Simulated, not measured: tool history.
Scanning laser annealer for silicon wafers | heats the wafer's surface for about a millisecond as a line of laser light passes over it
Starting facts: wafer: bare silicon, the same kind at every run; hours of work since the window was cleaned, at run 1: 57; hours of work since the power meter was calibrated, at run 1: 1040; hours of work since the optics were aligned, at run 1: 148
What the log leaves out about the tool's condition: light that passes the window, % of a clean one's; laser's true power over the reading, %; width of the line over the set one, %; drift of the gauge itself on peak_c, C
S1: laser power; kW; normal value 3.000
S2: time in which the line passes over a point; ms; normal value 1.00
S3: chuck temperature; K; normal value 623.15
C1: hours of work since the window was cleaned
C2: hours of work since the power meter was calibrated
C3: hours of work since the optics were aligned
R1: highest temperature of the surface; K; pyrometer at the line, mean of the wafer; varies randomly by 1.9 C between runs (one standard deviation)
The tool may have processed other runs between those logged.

{"run": 1, "hour": 0.0, "S1": 3.0, "S2": 1.0, "S3": 623.15, "C1": 57, "C2": 1040, "C3": 148, "R1": 1380.15}
{"run": 2, "hour": 54.7, "S1": 3.0, "S2": 1.0, "S3": 623.15, "C1": 84, "C2": 1067, "C3": 175, "R1": 1379.15}
{"run": 3, "hour": 81.0, "S1": 3.0, "S2": 1.0, "S3": 623.15, "C1": 97, "C2": 1080, "C3": 189, "R1": 1378.15}
{"run": 4, "hour": 121.2, "S1": 3.0, "S2": 1.0, "S3": 623.15, "C1": 118, "C2": 1101, "C3": 209, "R1": 1377.15}
{"run": 5, "hour": 163.4, "S1": 3.0, "S2": 1.0, "S3": 623.15, "C1": 139, "C2": 1122, "C3": 230, "R1": 1373.15}
{"run": 6, "hour": 211.3, "S1": 3.0, "S2": 1.0, "S3": 623.15, "C1": 163, "C2": 1146, "C3": 254, "R1": 1370.15}
{"run": 7, "hour": 247.3, "S1": 3.0, "S2": 1.0, "S3": 623.15, "C1": 181, "C2": 1164, "C3": 272, "R1": 1368.15}
{"run": 8, "hour": 302.3, "S1": 3.0, "S2": 1.0, "S3": 623.15, "C1": 208, "C2": 1191, "C3": 299, "R1": 1369.15}
{"run": 9, "hour": 352.8, "S1": 3.0, "S2": 1.0, "S3": 629.15, "C1": 233, "C2": 1216, "C3": 325, "R1": 1371.15}
{"run": 10, "hour": 394.2, "S1": 3.0, "S2": 1.0, "S3": 629.15, "C1": 254, "C2": 1237, "C3": 345, "R1": 1371.15}
{"run": 11, "hour": 431.4, "S1": 3.0, "S2": 1.0, "S3": 629.15, "C1": 273, "C2": 1256, "C3": 364, "R1": 1368.15}
{"run": 12, "hour": 458.6, "S1": 3.0, "S2": 1.0, "S3": 627.15, "C1": 286, "C2": 1269, "C3": 378, "R1": 1369.15}
{"run": 13, "hour": 499.8, "S1": 2.991, "S2": 0.87, "S3": 627.15, "C1": 307, "C2": 1290, "C3": 398, "R1": 1322.15}
{"run": 14, "hour": 551.8, "S1": 2.991, "S2": 0.87, "S3": 627.15, "C1": 333, "C2": 1316, "C3": 424, "R1": 1317.15}
{"run": 15, "hour": 580.0, "S1": 2.564, "S2": 0.87, "S3": 631.15, "C1": 347, "C2": 1330, "C3": 438, "R1": 1197.15}
{"run": 16, "hour": 618.1, "S1": 3.19, "S2": 1.1, "S3": 600.15, "C1": 366, "C2": 1349, "C3": 457, "R1": 1429.15}
{"run": 17, "hour": 668.3, "S1": 3.19, "S2": 1.1, "S3": 630.15, "C1": 391, "C2": 1374, "C3": 482, "R1": 1456.15}
{"hour": 705.4, "done": "window over the wafer cleaned"}
{"run": 18, "hour": 717.3, "S1": 2.918, "S2": 1.17, "S3": 645.15, "C1": 6, "C2": 1398, "C3": 506, "R1": 1421.15}
{"run": 19, "hour": 746.7, "S1": 2.918, "S2": 1.17, "S3": 645.15, "C1": 21, "C2": 1412, "C3": 521, "R1": 1420.15}
{"run": 20, "hour": 777.5, "S1": 2.918, "S2": 1.17, "S3": 645.15, "C1": 36, "C2": 1428, "C3": 536, "R1": 1418.15}
{"run": 21, "hour": 818.4, "S1": 2.918, "S2": 1.17, "S3": 645.15, "C1": 57, "C2": 1448, "C3": 557, "R1": 1418.15}
{"run": 22, "hour": 847.3, "S1": 3.075, "S2": 1.21, "S3": 623.15, "C1": 71, "C2": 1463, "C3": 571, "R1": 1460.15}
{"run": 23, "hour": 898.2, "S1": 2.914, "S2": 1.04, "S3": 604.15, "C1": 96, "C2": 1488, "C3": 596, "R1": 1334.15}
{"run": 24, "hour": 945.5, "S1": 2.794, "S2": 1.21, "S3": 610.15, "C1": 120, "C2": 1512, "C3": 620, "R1": 1344.15}

What if the next run were any one of these 4? Each begins from the tool's condition after run 24:
{"run": "A", "hour": 981.7, "S1": 3.0, "S2": 0.83, "S3": 629.15, "C1": 138, "C2": 1530, "C3": 638, "R1": "?"}
{"run": "B", "hour": 981.7, "S1": 2.768, "S2": 0.96, "S3": 587.15, "C1": 138, "C2": 1530, "C3": 638, "R1": "?"}
{"run": "C", "hour": 981.7, "S1": 2.794, "S2": 1.21, "S3": 613.15, "C1": 138, "C2": 1530, "C3": 638, "R1": "?"}
{"run": "D", "hour": 981.7, "S1": 2.794, "S2": 0.99, "S3": 610.15, "C1": 138, "C2": 1530, "C3": 638, "R1": "?"}

run=A R1=1317.15
run=B R1=1246.15
run=C R1=1349.15
run=D R1=1283.15
Take away the tool's hidden state, keep each run's random variation, and the runs would have read:
run=A R1=1330.15
run=B R1=1258.15
run=C R1=1363.15
run=D R1=1295.15
